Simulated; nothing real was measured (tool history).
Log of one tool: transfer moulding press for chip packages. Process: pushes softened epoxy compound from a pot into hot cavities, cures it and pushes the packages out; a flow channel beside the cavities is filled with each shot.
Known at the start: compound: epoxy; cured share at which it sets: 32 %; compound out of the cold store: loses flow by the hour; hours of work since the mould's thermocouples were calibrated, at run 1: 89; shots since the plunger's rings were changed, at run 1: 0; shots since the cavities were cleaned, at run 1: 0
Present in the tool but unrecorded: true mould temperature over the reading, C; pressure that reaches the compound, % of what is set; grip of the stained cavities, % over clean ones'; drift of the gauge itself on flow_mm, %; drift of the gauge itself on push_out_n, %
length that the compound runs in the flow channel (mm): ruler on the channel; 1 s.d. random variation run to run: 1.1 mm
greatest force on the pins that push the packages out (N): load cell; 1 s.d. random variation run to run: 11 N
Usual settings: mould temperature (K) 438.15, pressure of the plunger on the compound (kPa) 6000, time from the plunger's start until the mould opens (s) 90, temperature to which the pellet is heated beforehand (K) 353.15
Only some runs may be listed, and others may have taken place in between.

run   hour  mould temperature (K)  pressure of the plunger on the compound (kPa)  time from the plunger's start until the mould opens (s)  temperature to which the pellet is heated beforehand (K)  hours of work since the mould's thermocouples were calibrated  shots since the plunger's rings were changed  shots since the cavities were cleaned  incoming compound's hours out of the cold store  length that the compound runs in the flow channel (mm)  greatest force on the pins that push the packages out (N)
  1    0.0                 438.15                                           6000                                                       90                                                    353.15                                                             89                                             0                                      0                                             45.1                                                     678                                                        458
      38.7  -- cavities cleaned with cleaning compound and waxed
  2   56.6                 438.15                                           6000                                                       90                                                    353.15                                                            125                                           686                                    223                                             17.8                                                     774                                                        855
      76.9  -- cavities cleaned with cleaning compound and waxed
     117.4  -- cavities cleaned with cleaning compound and waxed
  3  117.4                 438.15                                           6000                                                       90                                                    353.15                                                            164                                          1405                                      0                                             20.6                                                     757                                                        490
  4  150.4                 438.15                                           6000                                                       90                                                    353.15                                                            186                                          1816                                    411                                             13.2                                                     785                                                        691
     158.0  -- cavities cleaned with cleaning compound and waxed
  5  187.9                 438.15                                           6000                                                       90                                                    353.15                                                            209                                          2264                                    373                                             44.9                                                     666                                                        666
     199.9  -- cavities cleaned with cleaning compound and waxed
     239.6  -- cavities cleaned with cleaning compound and waxed
  6  252.8                 438.15                                           6000                                                       73                                                    353.15                                                            251                                          3034                                    164                                             18.0                                                     759                                                        973
     277.6  -- cavities cleaned with cleaning compound and waxed
     285.3  -- plunger's sealing rings changed
  7  310.6                 438.15                                           6000                                                       73                                                    353.15                                                            286                                           314                                    379                                             40.1                                                     692                                                       1045
     321.4  -- cavities cleaned with cleaning compound and waxed
     361.2  -- cavities cleaned with cleaning compound and waxed
  8  371.1                 438.15                                           6000                                                       76                                                    353.15                                                            325                                          1030                                    123                                             23.0                                                     751                                                        769
     397.9  -- cavities cleaned with cleaning compound and waxed
  9  412.4                 438.15                                           6000                                                       76                                                    353.15                                                            351                                          1525                                    180                                             32.2                                                     713                                                        831
     419.6  -- cavities cleaned with cleaning compound and waxed, once more
 10  441.8                 438.15                                           6000                                                       76                                                    353.15                                                            370                                          1872                                    276                                             24.6                                                     740                                                        899
     456.2  -- cavities cleaned with cleaning compound and waxed
 11  489.1                 431.15                                           4860                                                      113                                                    344.15                                                            400                                          2442                                    409                                             27.5                                                     673                                                        716
     495.2  -- cavities cleaned with cleaning compound and waxed
     532.4  -- cavities cleaned with cleaning compound and waxed
 12  557.0                 438.15                                           6000                                                      109                                                    354.15                                                            443                                          3250                                    307                                             25.9                                                     727                                                        569
     569.5  -- cavities cleaned with cleaning compound and waxed
     577.7  -- plunger's sealing rings changed
 13  602.7                 437.15                                           6000                                                      126                                                    353.15                                                            471                                           312                                    383                                              8.7                                                     815                                                        583
     610.8  -- cavities cleaned with cleaning compound and waxed
     647.9  -- cavities cleaned with cleaning compound and waxed
 14  647.9                 444.15                                           7190                                                      119                                                    355.15                                                            499                                           837                                      0                                             25.6                                                     795                                                        385
     684.6  -- cavities cleaned with cleaning compound and waxed
 15  702.8                 444.15                                           7190                                                      119                                                    355.15                                                            535                                          1501                                    226                                             23.5                                                     801                                                        521
     723.4  -- cavities cleaned with cleaning compound and waxed
     761.5  -- cavities cleaned with cleaning compound and waxed
 16  761.5                 444.15                                           7190                                                      105                                                    361.15                                                            572                                          2195                                      0                                             27.7                                                     777                                                        395
     800.8  -- cavities cleaned with cleaning compound and waxed
 17  809.4                 431.15                                           5830                                                      120                                                    353.15                                                            602                                          2772                                    108                                             38.8                                                     694                                                        504
     838.0  -- cavities cleaned with cleaning compound and waxed
 18  852.8                 442.15                                           5880                                                       95                                                    362.15                                                            630                                          3293                                    184                                             35.9                                                     674                                                        512
     864.4  -- plunger's sealing rings changed
     878.8  -- cavities cleaned with cleaning compound and waxed
     916.8  -- cavities cleaned with cleaning compound and waxed
 19  916.8                 442.15                                           5880                                                       94                                                    356.15                                                            669                                           615                                      0                                             12.5                                                     773                                                        399
     955.6  -- cavities cleaned with cleaning compound and waxed
 20  983.2                 435.15                                           5880                                                       94                                                    356.15                                                            712                                          1422                                    342                                             21.8                                                     749                                                        718

Consider 3 possible next runs. They are alternatives, not a sequence: every one starts from the tool as it was left by run 20. What does each give?
      993.9  -- cavities cleaned with cleaning compound and waxed
     1030.9  -- cavities cleaned with cleaning compound and waxed
  A  1037.3                 444.15                                           6210                                                       90                                                    360.15                                                            746                                          2059                                     81                                             44.4                                                       ?                                                          ?
      993.9  -- cavities cleaned with cleaning compound and waxed
     1030.9  -- cavities cleaned with cleaning compound and waxed
  B  1037.3                 438.15                                           6000                                                       90                                                    351.15                                                            746                                          2059                                     81                                             16.8                                                       ?                                                          ?
      993.9  -- cavities cleaned with cleaning compound and waxed
     1030.9  -- cavities cleaned with cleaning compound and waxed
  C  1037.3                 435.15                                           5880                                                       74                                                    345.15                                                            746                                          2059                                     81                                             47.9                                                       ?                                                          ?

run  length that the compound runs in the flow channel (mm)  greatest force on the pins that push the packages out (N)
  A                                                     661                                                        448
  B                                                     766                                                        550
  C                                                     658                                                        927
Without the tool's unlogged condition, the same runs would have read:
run  length that the compound runs in the flow channel (mm)  greatest force on the pins that push the packages out (N)
  A                                                     677                                                        383
  B                                                     785                                                        505
  C                                                     674                                                        888
